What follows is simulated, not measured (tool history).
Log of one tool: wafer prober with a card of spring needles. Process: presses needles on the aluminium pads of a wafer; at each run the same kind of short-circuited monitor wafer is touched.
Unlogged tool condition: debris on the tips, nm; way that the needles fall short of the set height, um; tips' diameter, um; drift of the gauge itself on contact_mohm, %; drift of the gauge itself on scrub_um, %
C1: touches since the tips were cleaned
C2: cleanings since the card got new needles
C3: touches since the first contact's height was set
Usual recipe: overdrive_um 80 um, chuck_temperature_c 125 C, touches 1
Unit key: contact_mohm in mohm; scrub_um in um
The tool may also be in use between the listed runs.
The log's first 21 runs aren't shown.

Run 22, day 9.117: usual settings but overdrive_um 85 um, chuck_temperature_c 46 C; C1 4172; C2 64; C3 100244. Result: contact_mohm 182 mohm, scrub_um 10.96 um.
At day 9.204: tips cleaned on abrasive film.
Run 23, day 9.567: usual settings but overdrive_um 85 um, chuck_temperature_c 46 C; C1 3629; C2 65; C3 104741. Result: contact_mohm 176 mohm, scrub_um 11 um.
At day 9.696: tips cleaned on abrasive film.
Run 24, day 10.15: usual settings but chuck_temperature_c 59 C; C1 4561; C2 66; C3 110599. Result: contact_mohm 188 mohm, scrub_um 10.35 um.
At day 10.192: tips cleaned on abrasive film.
At day 10.375: height of the first contact set anew.
At day 10.696: tips cleaned on abrasive film.
Run 25, day 10.696: usual settings but overdrive_um 82 um, chuck_temperature_c 46 C, touches 2; C1 0; C2 68; C3 3182. Result: contact_mohm 144 mohm, scrub_um 10.91 um.
Run 26, day 10.962: usual settings but overdrive_um 94 um, chuck_temperature_c 106 C; C1 2712; C2 68; C3 5894. Result: contact_mohm 172 mohm, scrub_um 12.58 um.
At day 11.208: tips cleaned on abrasive film.
Run 27, day 11.367: usual settings but overdrive_um 98 um, chuck_temperature_c 81 C, touches 3; C1 1629; C2 69; C3 9946. Result: contact_mohm 149 mohm, scrub_um 13.02 um.
At day 11.717: tips cleaned on abrasive film.
Run 28, day 11.983: usual settings but overdrive_um 98 um, chuck_temperature_c 34 C, touches 2; C1 2653; C2 70; C3 16093. Result: contact_mohm 153 mohm, scrub_um 13.04 um.
At day 12.225: tips cleaned on abrasive film.
Run 29, day 12.554: usual settings but overdrive_um 84 um, chuck_temperature_c 114 C, touches 3; C1 3302; C2 71; C3 21825. Result: contact_mohm 164 mohm, scrub_um 11.13 um.
At day 12.725: tips cleaned on abrasive film.
Run 30, day 13.071: usual settings but touches 3; C1 3498; C2 72; C3 27017. Result: contact_mohm 166 mohm, scrub_um 10.56 um.
At day 13.2: tips cleaned on abrasive film.
Run 31, day 13.354: usual settings but touches 3; C1 1518; C2 73; C3 29803. Result: contact_mohm 163 mohm, scrub_um 10.56 um.
Run 32, day 13.662: usual settings but overdrive_um 85 um, chuck_temperature_c 89 C; C1 4658; C2 73; C3 32943. Result: contact_mohm 188 mohm, scrub_um 11.23 um.

Branching from run 32: 3 alternative next runs. What would each branch give?
At day 13.696: tips cleaned on abrasive film.
At day 14.221: tips cleaned on abrasive film.
Run A, day 14.238: usual settings but overdrive_um 69 um, chuck_temperature_c 34 C, touches 3; C1 148; C2 75; C3 38632. Result: contact_mohm ?, scrub_um ?.
At day 13.696: tips cleaned on abrasive film.
At day 14.221: tips cleaned on abrasive film.
Run B, day 14.238: usual settings but overdrive_um 73 um, chuck_temperature_c 89 C; C1 148; C2 75; C3 38632. Result: contact_mohm ?, scrub_um ?.
At day 13.696: tips cleaned on abrasive film.
At day 14.221: tips cleaned on abrasive film.
Run C, day 14.238: usual settings but overdrive_um 85 um, chuck_temperature_c 103 C; C1 148; C2 75; C3 38632. Result: contact_mohm ?, scrub_um ?.

run  contact_mohm  scrub_um
  A           147      9.06
  B           159      9.56
  C           157     11.24
What these runs would have given with no unlogged condition in the tool:
run  contact_mohm  scrub_um
  A           141      9.17
  B           150      9.68
  C           149     11.36

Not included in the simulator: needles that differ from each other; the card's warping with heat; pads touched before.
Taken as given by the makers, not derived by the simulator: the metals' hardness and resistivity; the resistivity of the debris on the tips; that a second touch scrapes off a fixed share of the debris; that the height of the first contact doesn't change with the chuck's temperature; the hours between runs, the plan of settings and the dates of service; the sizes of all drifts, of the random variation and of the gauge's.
